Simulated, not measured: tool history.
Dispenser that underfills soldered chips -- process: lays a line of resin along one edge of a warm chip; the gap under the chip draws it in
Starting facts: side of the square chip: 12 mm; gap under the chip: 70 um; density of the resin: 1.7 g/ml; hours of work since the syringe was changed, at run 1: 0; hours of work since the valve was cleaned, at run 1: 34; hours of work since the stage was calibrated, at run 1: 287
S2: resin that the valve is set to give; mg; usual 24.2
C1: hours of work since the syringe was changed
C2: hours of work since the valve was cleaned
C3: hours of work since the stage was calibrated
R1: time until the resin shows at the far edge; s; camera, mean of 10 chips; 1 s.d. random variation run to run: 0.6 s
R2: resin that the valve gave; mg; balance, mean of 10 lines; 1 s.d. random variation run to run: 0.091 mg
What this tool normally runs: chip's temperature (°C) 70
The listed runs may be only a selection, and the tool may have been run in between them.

Run 1, hour 0.0: usual settings; C1 0; C2 34; C3 287. Result: R1 46.7 s, R2 23.56 mg.
At hour 8.0: new syringe of resin.
Run 2, hour 8.8: usual settings; C1 1; C2 40; C3 294. Result: R1 48.4 s, R2 23.39 mg.
At hour 15.8: new syringe of resin.
Run 3, hour 16.2: usual settings; C1 0; C2 46; C3 299. Result: R1 49.0 s, R2 23.35 mg.
At hour 24.2: new syringe of resin.
Run 4, hour 24.6: usual settings; C1 0; C2 52; C3 305. Result: R1 46.7 s, R2 23.18 mg.
At hour 26.3: dispensing valve cleaned and set on the balance.
Run 5, hour 31.6: usual settings but S2 26.8 mg; C1 5; C2 4; C3 310. Result: R1 67.1 s, R2 26.64 mg.
At hour 33.8: new syringe of resin.
Run 6, hour 38.3: usual settings but S2 26.8 mg; C1 3; C2 9; C3 314. Result: R1 60.8 s, R2 26.61 mg.
At hour 42.1: new syringe of resin.
Run 7, hour 43.6: usual settings but S2 27.5 mg; C1 1; C2 13; C3 318. Result: R1 50.3 s, R2 27.37 mg.
At hour 50.4: new syringe of resin.
Run 8, hour 50.9: usual settings but S2 30.2 mg; C1 0; C2 18; C3 324. Result: R1 46.1 s, R2 29.80 mg.
Run 9, hour 56.2: usual settings; C1 4; C2 22; C3 328. Result: R1 67.1 s, R2 23.90 mg.
At hour 58.6: new syringe of resin.
Run 10, hour 62.5: usual settings but S2 26.5 mg; C1 3; C2 26; C3 332. Result: R1 58.3 s, R2 26.01 mg.
At hour 66.9: new syringe of resin.
Run 11, hour 69.9: usual settings but S2 26.5 mg; C1 2; C2 32; C3 337. Result: R1 54.9 s, R2 25.85 mg.
At hour 74.9: new syringe of resin.
Run 12, hour 75.5: usual settings but S2 25.0 mg; C1 0; C2 36; C3 341. Result: R1 47.2 s, R2 24.41 mg.
At hour 83.3: new syringe of resin.
Run 13, hour 85.1: usual settings but chip's temperature (°C) 66, S2 25.1 mg; C1 1; C2 43; C3 348. Result: R1 59.8 s, R2 24.49 mg.
At hour 91.2: new syringe of resin.
Run 14, hour 91.2: usual settings but chip's temperature (°C) 61, S2 28.6 mg; C1 0; C2 47; C3 353. Result: R1 68.5 s, R2 27.78 mg.
Run 15, hour 96.3: usual settings but chip's temperature (°C) 79, S2 29.2 mg; C1 4; C2 51; C3 357. Result: R1 41.1 s, R2 28.35 mg.
At hour 98.8: dispensing valve cleaned and set on the balance.
At hour 100.4: new syringe of resin.
Run 16, hour 105.4: usual settings but chip's temperature (°C) 79, S2 29.2 mg; C1 4; C2 5; C3 363. Result: R1 40.7 s, R2 29.10 mg.
At hour 108.5: new syringe of resin.
Run 17, hour 110.9: usual settings but chip's temperature (°C) 79, S2 29.2 mg; C1 2; C2 9; C3 367. Result: R1 33.8 s, R2 29.06 mg.
Run 18, hour 115.4: usual settings but chip's temperature (°C) 73; C1 5; C2 12; C3 370. Result: R1 60.7 s, R2 23.83 mg.
At hour 116.7: new syringe of resin.
At hour 124.7: new syringe of resin.
Run 19, hour 124.7: usual settings but chip's temperature (°C) 73; C1 0; C2 19; C3 377. Result: R1 39.3 s, R2 23.97 mg.
At hour 126.6: stage's temperature calibrated.
At hour 133.6: new syringe of resin.
Run 20, hour 134.9: usual settings but chip's temperature (°C) 81, S2 21.9 mg; C1 1; C2 25; C3 6. Result: R1 34.9 s, R2 21.37 mg.
At hour 142.2: new syringe of resin.
Run 21, hour 143.0: usual settings but chip's temperature (°C) 56, S2 23.8 mg; C1 1; C2 31; C3 12. Result: R1 105.8 s, R2 23.16 mg.
At hour 150.1: new syringe of resin.
Run 22, hour 150.3: usual settings but chip's temperature (°C) 68, S2 29.2 mg; C1 0; C2 37; C3 17. Result: R1 55.4 s, R2 28.10 mg.
Run 23, hour 156.7: usual settings but chip's temperature (°C) 71, S2 23.5 mg; C1 5; C2 41; C3 22. Result: R1 75.3 s, R2 22.93 mg.

5 ways to go on from here, each from the tool as it stands after run 23. What would each give?
At hour 158.1: new syringe of resin.
Run A, hour 161.0: usual settings but chip's temperature (°C) 59, S2 23.7 mg; C1 2; C2 44; C3 25. Result: R1 ?, R2 ?.
At hour 158.1: new syringe of resin.
Run B, hour 161.0: usual settings but chip's temperature (°C) 72, S2 26.9 mg; C1 2; C2 44; C3 25. Result: R1 ?, R2 ?.
At hour 158.1: new syringe of resin.
Run C, hour 161.0: usual settings but chip's temperature (°C) 59, S2 23.5 mg; C1 2; C2 44; C3 25. Result: R1 ?, R2 ?.
At hour 158.1: new syringe of resin.
Run D, hour 161.0: usual settings but chip's temperature (°C) 84; C1 2; C2 44; C3 25. Result: R1 ?, R2 ?.
At hour 158.1: new syringe of resin.
Run E, hour 161.0: usual settings but chip's temperature (°C) 69, S2 26.9 mg; C1 2; C2 44; C3 25. Result: R1 ?, R2 ?.

run     R1     R2
  A  107.8  22.98
  B   56.1  26.02
  C  105.8  22.69
  D   33.7  23.44
  E   63.5  25.97
Stripped of hidden state, with their random variation kept, the same runs would have yielded:
run    R1     R2
  A  89.6  23.78
  B  46.7  26.93
  C  87.9  23.48
  D  28.0  24.26
  E  52.9  26.88
